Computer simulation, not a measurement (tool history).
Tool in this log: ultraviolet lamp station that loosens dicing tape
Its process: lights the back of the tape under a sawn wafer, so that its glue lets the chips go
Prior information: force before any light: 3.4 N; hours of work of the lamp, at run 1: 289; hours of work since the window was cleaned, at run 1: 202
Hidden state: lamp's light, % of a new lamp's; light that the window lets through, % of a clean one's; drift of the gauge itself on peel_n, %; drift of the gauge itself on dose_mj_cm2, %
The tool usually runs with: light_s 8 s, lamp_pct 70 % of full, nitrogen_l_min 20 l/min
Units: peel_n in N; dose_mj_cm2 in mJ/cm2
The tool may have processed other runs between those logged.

run,day,light_s,lamp_pct,nitrogen_l_min,hours of work of the lamp,hours of work since the window was cleaned,peel_n,dose_mj_cm2
1,0,8,70,20,289,202,0.554,176
2,1.146,8,70,20,302,215,0.572,179
3,2.288,8,70,20,314,227,0.561,175
4,3.1,8,70,20,323,236,0.573,177
5,4.054,8,70,20,334,247,0.573,175
6,5.046,8,70,20,345,258,0.571,172
7,5.546,6,63,26,350,263,0.837,118
# day 5.662: window cleaned of glue's vapour
8,6.633,6,63,26,362,11,0.894,110
9,7.662,6,63,26,373,22,0.947,112
10,8.262,6,63,26,380,29,0.905,106
11,8.979,6,87,26,388,36,0.605,147
12,9.867,4,63,14,397,46,1.718,72

Each row is a separate what-if for the run after 12, all from the same tool condition, not one after another. Results?
# day 10.617: window cleaned of glue's vapour, once more
A,10.721,5,72,11,407,1,?,?
# day 10.617: window cleaned of glue's vapour, once more
B,10.721,14,97,36,407,1,?,?
# day 10.617: window cleaned of glue's vapour, once more
C,10.721,7,88,9,407,1,?,?
# day 10.617: window cleaned of glue's vapour, once more
D,10.721,8,72,20,407,1,?,?
# day 10.617: window cleaned of glue's vapour, once more
E,10.721,11,63,14,407,1,?,?

run,peel_n,dose_mj_cm2
A,1.231,116
B,0.198,445
C,0.743,200
D,0.511,188
E,0.488,229
Take away the tool's hidden state, keep each run's random variation, and the runs would have read:
run,peel_n,dose_mj_cm2
A,0.986,144
B,0.195,550
C,0.556,247
D,0.38,232
E,0.361,283
